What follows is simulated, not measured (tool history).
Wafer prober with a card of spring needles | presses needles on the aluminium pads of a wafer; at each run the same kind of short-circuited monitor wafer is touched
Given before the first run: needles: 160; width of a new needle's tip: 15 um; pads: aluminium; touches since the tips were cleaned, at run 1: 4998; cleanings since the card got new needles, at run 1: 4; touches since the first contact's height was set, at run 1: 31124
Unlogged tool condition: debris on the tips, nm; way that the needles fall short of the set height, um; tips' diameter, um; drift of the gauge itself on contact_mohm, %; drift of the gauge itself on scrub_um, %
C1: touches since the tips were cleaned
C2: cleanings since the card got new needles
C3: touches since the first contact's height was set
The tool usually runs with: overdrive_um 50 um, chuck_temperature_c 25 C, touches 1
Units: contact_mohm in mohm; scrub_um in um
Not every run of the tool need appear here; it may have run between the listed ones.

run 1 hour=0.0 | overdrive_um=50 chuck_temperature_c=25 touches=1 | C1=4998 C2=4 C3=31124 | contact_mohm=274 scrub_um=12.88
-- hour=3.5 tips cleaned on abrasive film
-- hour=19.5 tips cleaned on abrasive film
-- hour=36.0 tips cleaned on abrasive film
-- hour=52.5 tips cleaned on abrasive film
run 2 hour=55.3 | overdrive_um=50 chuck_temperature_c=25 touches=1 | C1=1244 C2=8 C3=55291 | contact_mohm=273 scrub_um=12.86
-- hour=68.8 tips cleaned on abrasive film
-- hour=85.9 tips cleaned on abrasive film
-- hour=101.8 tips cleaned on abrasive film
run 3 hour=107.7 | overdrive_um=50 chuck_temperature_c=30 touches=1 | C1=2608 C2=11 C3=78223 | contact_mohm=276 scrub_um=12.86
-- hour=117.5 tips cleaned on abrasive film
-- hour=133.6 tips cleaned on abrasive film
-- hour=150.1 tips cleaned on abrasive film
run 4 hour=154.7 | overdrive_um=50 chuck_temperature_c=30 touches=1 | C1=2031 C2=14 C3=98745 | contact_mohm=274 scrub_um=12.84
-- hour=164.7 tips cleaned on abrasive film
-- hour=178.5 tips cleaned on abrasive film
-- hour=178.8 height of the first contact set anew
-- hour=192.7 tips cleaned on abrasive film
run 5 hour=192.7 | overdrive_um=50 chuck_temperature_c=30 touches=1 | C1=0 C2=17 C3=6075 | contact_mohm=274 scrub_um=12.86
-- hour=209.2 tips cleaned on abrasive film
-- hour=225.7 tips cleaned on abrasive film
-- hour=242.9 tips cleaned on abrasive film
run 6 hour=253.5 | overdrive_um=50 chuck_temperature_c=66 touches=1 | C1=4699 C2=20 C3=32708 | contact_mohm=285 scrub_um=12.85
-- hour=257.1 tips cleaned on abrasive film
-- hour=273.5 tips cleaned on abrasive film
-- hour=289.0 tips cleaned on abrasive film
run 7 hour=289.0 | overdrive_um=50 chuck_temperature_c=75 touches=1 | C1=0 C2=23 C3=48197 | contact_mohm=287 scrub_um=12.80
-- hour=306.2 tips cleaned on abrasive film
-- hour=321.8 tips cleaned on abrasive film
-- hour=338.3 tips cleaned on abrasive film
run 8 hour=344.9 | overdrive_um=37 chuck_temperature_c=25 touches=1 | C1=2910 C2=26 C3=72648 | contact_mohm=280 scrub_um=9.47
-- hour=355.2 tips cleaned on abrasive film
-- hour=372.1 tips cleaned on abrasive film
-- hour=385.9 tips cleaned on abrasive film
-- hour=401.9 tips cleaned on abrasive film
run 9 hour=407.8 | overdrive_um=49 chuck_temperature_c=25 touches=1 | C1=2595 C2=30 C3=100136 | contact_mohm=273 scrub_um=12.58
-- hour=418.1 tips cleaned on abrasive film
-- hour=428.7 height of the first contact set anew
-- hour=434.9 tips cleaned on abrasive film
-- hour=451.9 tips cleaned on abrasive film
-- hour=466.0 tips cleaned on abrasive film
run 10 hour=466.0 | overdrive_um=49 chuck_temperature_c=75 touches=1 | C1=0 C2=34 C3=16305 | contact_mohm=296 scrub_um=12.56
-- hour=483.2 tips cleaned on abrasive film
-- hour=499.7 tips cleaned on abrasive film
run 11 hour=511.4 | overdrive_um=50 chuck_temperature_c=25 touches=1 | C1=5144 C2=36 C3=36174 | contact_mohm=276 scrub_um=12.81
-- hour=514.9 tips cleaned on abrasive film
-- hour=532.1 tips cleaned on abrasive film
-- hour=548.8 tips cleaned on abrasive film
run 12 hour=559.5 | overdrive_um=37 chuck_temperature_c=81 touches=2 | C1=4688 C2=39 C3=57194 | contact_mohm=306 scrub_um=9.46
-- hour=562.8 tips cleaned on abrasive film
-- hour=579.0 tips cleaned on abrasive film
run 13 hour=588.3 | overdrive_um=45 chuck_temperature_c=52 touches=3 | C1=4084 C2=41 C3=69793 | contact_mohm=285 scrub_um=11.49
-- hour=595.2 tips cleaned on abrasive film
-- hour=611.6 tips cleaned on abrasive film
-- hour=628.1 tips cleaned on abrasive film
run 14 hour=637.5 | overdrive_um=50 chuck_temperature_c=31 touches=2 | C1=4151 C2=44 C3=91336 | contact_mohm=274 scrub_um=12.78
-- hour=644.3 tips cleaned on abrasive film
-- hour=660.5 tips cleaned on abrasive film
run 15 hour=670.5 | overdrive_um=50 chuck_temperature_c=31 touches=2 | C1=4416 C2=46 C3=105770 | contact_mohm=275 scrub_um=12.77
-- hour=677.5 tips cleaned on abrasive film
-- hour=677.8 height of the first contact set anew
-- hour=694.1 tips cleaned on abrasive film
-- hour=711.2 tips cleaned on abrasive film
-- hour=721.5 gauge calibrated
-- hour=725.0 tips cleaned on abrasive film
run 16 hour=733.9 | overdrive_um=50 chuck_temperature_c=31 touches=2 | C1=3931 C2=50 C3=24568 | contact_mohm=276 scrub_um=12.89
-- hour=740.5 tips cleaned on abrasive film
-- hour=757.1 tips cleaned on abrasive film
-- hour=773.7 tips cleaned on abrasive film
-- hour=787.6 tips cleaned on abrasive film
run 17 hour=787.6 | overdrive_um=50 chuck_temperature_c=31 touches=2 | C1=0 C2=54 C3=48016 | contact_mohm=275 scrub_um=12.86
-- hour=804.3 tips cleaned on abrasive film
-- hour=821.2 tips cleaned on abrasive film
-- hour=837.7 tips cleaned on abrasive film
run 18 hour=849.5 | overdrive_um=50 chuck_temperature_c=31 touches=2 | C1=5172 C2=57 C3=75113 | contact_mohm=278 scrub_um=12.84

Here are 3 independent what-if runs from the current tool condition. What would each one return?
-- hour=853.0 tips cleaned on abrasive film
-- hour=869.4 tips cleaned on abrasive film
-- hour=886.4 tips cleaned on abrasive film
-- hour=903.6 tips cleaned on abrasive film
run A hour=907.1 | overdrive_um=50 chuck_temperature_c=57 touches=1 | C1=1547 C2=61 C3=100288 | contact_mohm=? scrub_um=?
-- hour=853.0 tips cleaned on abrasive film
-- hour=869.4 tips cleaned on abrasive film
-- hour=886.4 tips cleaned on abrasive film
-- hour=903.6 tips cleaned on abrasive film
run B hour=907.1 | overdrive_um=59 chuck_temperature_c=28 touches=2 | C1=1547 C2=61 C3=100288 | contact_mohm=? scrub_um=?
-- hour=853.0 tips cleaned on abrasive film
-- hour=869.4 tips cleaned on abrasive film
-- hour=886.4 tips cleaned on abrasive film
-- hour=903.6 tips cleaned on abrasive film
run C hour=907.1 | overdrive_um=50 chuck_temperature_c=26 touches=2 | C1=1547 C2=61 C3=100288 | contact_mohm=? scrub_um=?

run=A contact_mohm=285 scrub_um=12.87
run=B contact_mohm=269 scrub_um=15.16
run=C contact_mohm=273 scrub_um=12.84
Without the tool's unlogged condition, the same runs would have read:
run=A contact_mohm=285 scrub_um=12.90
run=B contact_mohm=269 scrub_um=15.20
run=C contact_mohm=273 scrub_um=12.87
